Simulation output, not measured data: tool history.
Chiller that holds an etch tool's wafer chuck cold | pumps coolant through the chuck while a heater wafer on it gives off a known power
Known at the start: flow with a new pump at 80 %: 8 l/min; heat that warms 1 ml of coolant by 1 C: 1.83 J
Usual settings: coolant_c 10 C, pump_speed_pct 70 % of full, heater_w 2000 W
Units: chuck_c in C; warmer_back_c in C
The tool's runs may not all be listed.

{"run": 1, "hour": 0.0, "coolant_c": 10, "pump_speed_pct": 70, "heater_w": 2000, "chuck_c": 25.8, "warmer_back_c": 9.3}
{"run": 2, "hour": 123.1, "coolant_c": 10, "pump_speed_pct": 70, "heater_w": 2000, "chuck_c": 25.6, "warmer_back_c": 9.35}
{"run": 3, "hour": 202.7, "coolant_c": 10, "pump_speed_pct": 70, "heater_w": 2000, "chuck_c": 25.8, "warmer_back_c": 9.32}
{"run": 4, "hour": 324.1, "coolant_c": 10, "pump_speed_pct": 70, "heater_w": 2000, "chuck_c": 25.8, "warmer_back_c": 9.34}
{"run": 5, "hour": 481.6, "coolant_c": 10, "pump_speed_pct": 79, "heater_w": 2000, "chuck_c": 24.0, "warmer_back_c": 8.29}
{"hour": 572.8, "done": "coolant changed, channels flushed"}
{"run": 6, "hour": 650.4, "coolant_c": 10, "pump_speed_pct": 79, "heater_w": 2000, "chuck_c": 24.1, "warmer_back_c": 8.29}
{"hour": 706.1, "done": "chiller's thermometer calibrated"}
{"run": 7, "hour": 743.4, "coolant_c": 10, "pump_speed_pct": 79, "heater_w": 2000, "chuck_c": 24.0, "warmer_back_c": 8.27}
{"run": 8, "hour": 870.1, "coolant_c": 10, "pump_speed_pct": 79, "heater_w": 2000, "chuck_c": 23.8, "warmer_back_c": 8.34}
{"run": 9, "hour": 954.6, "coolant_c": 10, "pump_speed_pct": 79, "heater_w": 2000, "chuck_c": 23.9, "warmer_back_c": 8.18}
{"run": 10, "hour": 1072.6, "coolant_c": 10, "pump_speed_pct": 79, "heater_w": 2000, "chuck_c": 24.0, "warmer_back_c": 8.29}
{"run": 11, "hour": 1185.7, "coolant_c": 10, "pump_speed_pct": 70, "heater_w": 2000, "chuck_c": 25.7, "warmer_back_c": 9.33}
{"run": 12, "hour": 1307.3, "coolant_c": 16, "pump_speed_pct": 70, "heater_w": 2000, "chuck_c": 32.0, "warmer_back_c": 9.36}
{"run": 13, "hour": 1428.8, "coolant_c": 16, "pump_speed_pct": 70, "heater_w": 2000, "chuck_c": 31.7, "warmer_back_c": 9.34}
{"run": 14, "hour": 1573.9, "coolant_c": 16, "pump_speed_pct": 70, "heater_w": 2000, "chuck_c": 31.6, "warmer_back_c": 9.28}
{"run": 15, "hour": 1738.8, "coolant_c": 2, "pump_speed_pct": 70, "heater_w": 2000, "chuck_c": 17.7, "warmer_back_c": 9.37}
{"run": 16, "hour": 1833.4, "coolant_c": 0, "pump_speed_pct": 70, "heater_w": 2000, "chuck_c": 15.7, "warmer_back_c": 9.33}
{"run": 17, "hour": 1946.7, "coolant_c": 0, "pump_speed_pct": 70, "heater_w": 2664, "chuck_c": 20.9, "warmer_back_c": 12.43}
{"run": 18, "hour": 2100.3, "coolant_c": 0, "pump_speed_pct": 70, "heater_w": 2664, "chuck_c": 21.0, "warmer_back_c": 12.46}
{"run": 19, "hour": 2256.2, "coolant_c": 10, "pump_speed_pct": 96, "heater_w": 2862, "chuck_c": 26.7, "warmer_back_c": 9.82}
{"run": 20, "hour": 2412.9, "coolant_c": 4, "pump_speed_pct": 96, "heater_w": 1290, "chuck_c": 11.5, "warmer_back_c": 4.41}
{"run": 21, "hour": 2572.1, "coolant_c": 13, "pump_speed_pct": 70, "heater_w": 1992, "chuck_c": 28.7, "warmer_back_c": 9.32}
{"hour": 2730.1, "done": "chiller's thermometer calibrated"}
{"run": 22, "hour": 2753.4, "coolant_c": 2, "pump_speed_pct": 61, "heater_w": 2000, "chuck_c": 19.9, "warmer_back_c": 10.8}
{"run": 23, "hour": 2856.7, "coolant_c": 2, "pump_speed_pct": 61, "heater_w": 2000, "chuck_c": 19.8, "warmer_back_c": 10.72}
{"run": 24, "hour": 2961.3, "coolant_c": 2, "pump_speed_pct": 61, "heater_w": 2000, "chuck_c": 19.6, "warmer_back_c": 10.75}
{"run": 25, "hour": 3043.7, "coolant_c": 2, "pump_speed_pct": 61, "heater_w": 2000, "chuck_c": 20.0, "warmer_back_c": 10.67}
{"run": 26, "hour": 3137.3, "coolant_c": 10, "pump_speed_pct": 70, "heater_w": 2209, "chuck_c": 27.3, "warmer_back_c": 10.4}
{"run": 27, "hour": 3246.6, "coolant_c": 10, "pump_speed_pct": 79, "heater_w": 2252, "chuck_c": 25.6, "warmer_back_c": 9.28}
{"run": 28, "hour": 3411.0, "coolant_c": 10, "pump_speed_pct": 79, "heater_w": 2252, "chuck_c": 25.6, "warmer_back_c": 9.31}
{"run": 29, "hour": 3522.0, "coolant_c": 10, "pump_speed_pct": 79, "heater_w": 2252, "chuck_c": 25.9, "warmer_back_c": 9.31}
{"run": 30, "hour": 3607.2, "coolant_c": 11, "pump_speed_pct": 79, "heater_w": 2979, "chuck_c": 32.0, "warmer_back_c": 12.42}
{"run": 31, "hour": 3750.4, "coolant_c": 11, "pump_speed_pct": 72, "heater_w": 2155, "chuck_c": 27.7, "warmer_back_c": 9.77}

Forecast each of these 3 alternatives for the next run:
{"run": "A", "hour": 3884.6, "coolant_c": 11, "pump_speed_pct": 64, "heater_w": 1786, "chuck_c": "?", "warmer_back_c": "?"}
{"run": "B", "hour": 3884.6, "coolant_c": 16, "pump_speed_pct": 76, "heater_w": 1864, "chuck_c": "?", "warmer_back_c": "?"}
{"run": "C", "hour": 3884.6, "coolant_c": 16, "pump_speed_pct": 88, "heater_w": 1195, "chuck_c": "?", "warmer_back_c": "?"}

run=A chuck_c=26.2 warmer_back_c=9.18
run=B chuck_c=29.5 warmer_back_c=7.98
run=C chuck_c=23.7 warmer_back_c=4.47
Without the tool's hidden state the same runs would have given:
run=A chuck_c=26.1 warmer_back_c=9.17
run=B chuck_c=29.5 warmer_back_c=7.97
run=C chuck_c=23.7 warmer_back_c=4.46
